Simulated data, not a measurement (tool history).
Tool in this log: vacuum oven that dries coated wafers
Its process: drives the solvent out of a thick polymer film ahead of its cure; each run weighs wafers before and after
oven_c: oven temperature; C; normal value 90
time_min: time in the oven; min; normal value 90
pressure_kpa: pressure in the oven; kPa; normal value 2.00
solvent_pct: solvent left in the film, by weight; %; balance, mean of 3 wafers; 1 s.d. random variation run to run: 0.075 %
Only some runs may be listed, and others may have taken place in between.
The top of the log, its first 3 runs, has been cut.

Run 4, hour 99.5: usual settings but oven_c 88 C. Result: solvent_pct 6.23 %.
Run 5, hour 143.4: usual settings but oven_c 88 C. Result: solvent_pct 6.27 %.
Run 6, hour 179.1: usual settings. Result: solvent_pct 5.55 %.
Run 7, hour 203.0: usual settings. Result: solvent_pct 5.70 %.
Run 8, hour 244.7: usual settings. Result: solvent_pct 5.51 %.
Run 9, hour 268.9: usual settings. Result: solvent_pct 5.63 %.
Run 10, hour 307.4: usual settings. Result: solvent_pct 5.65 %.
Run 11, hour 336.7: usual settings. Result: solvent_pct 5.63 %.
Run 12, hour 361.3: usual settings but time_min 50 min. Result: solvent_pct 9.41 %.
Run 13, hour 388.5: usual settings but time_min 50 min. Result: solvent_pct 9.44 %.
Run 14, hour 412.9: usual settings. Result: solvent_pct 5.64 %.
Run 15, hour 448.7: usual settings. Result: solvent_pct 5.63 %.
Run 16, hour 492.5: usual settings but oven_c 92 C. Result: solvent_pct 5.05 %.
Run 17, hour 514.9: usual settings but oven_c 92 C. Result: solvent_pct 5.16 %.
Run 18, hour 551.9: usual settings but pressure_kpa 4.78 kPa. Result: solvent_pct 6.98 %.
Run 19, hour 584.3: usual settings but pressure_kpa 4.78 kPa. Result: solvent_pct 7.24 %.
Run 20, hour 626.6: usual settings but time_min 69 min. Result: solvent_pct 7.38 %.
Run 21, hour 672.6: usual settings but time_min 69 min. Result: solvent_pct 7.08 %.
Run 22, hour 708.8: usual settings but oven_c 92 C, time_min 117 min. Result: solvent_pct 3.67 %.
Run 23, hour 727.9: usual settings but oven_c 104 C, time_min 104 min, pressure_kpa 4.78 kPa. Result: solvent_pct 2.98 %.
At hour 747.8: vacuum gauge cleaned of residue and calibrated.
Run 24, hour 753.4: usual settings but pressure_kpa 1.64 kPa. Result: solvent_pct 5.51 %.
Run 25, hour 775.2: usual settings but time_min 79 min, pressure_kpa 4.19 kPa. Result: solvent_pct 7.51 %.
Run 26, hour 801.0: usual settings but time_min 95 min, pressure_kpa 4.19 kPa. Result: solvent_pct 6.52 %.

What does the tool deliver on the next run?
Run 27, hour 835.2: usual settings but pressure_kpa 1.02 kPa. Result: solvent_pct ?.

{"run 27": {"solvent_pct": 5.22}}
With no hidden state in the tool, this same run would have given solvent_pct 5.24 %.
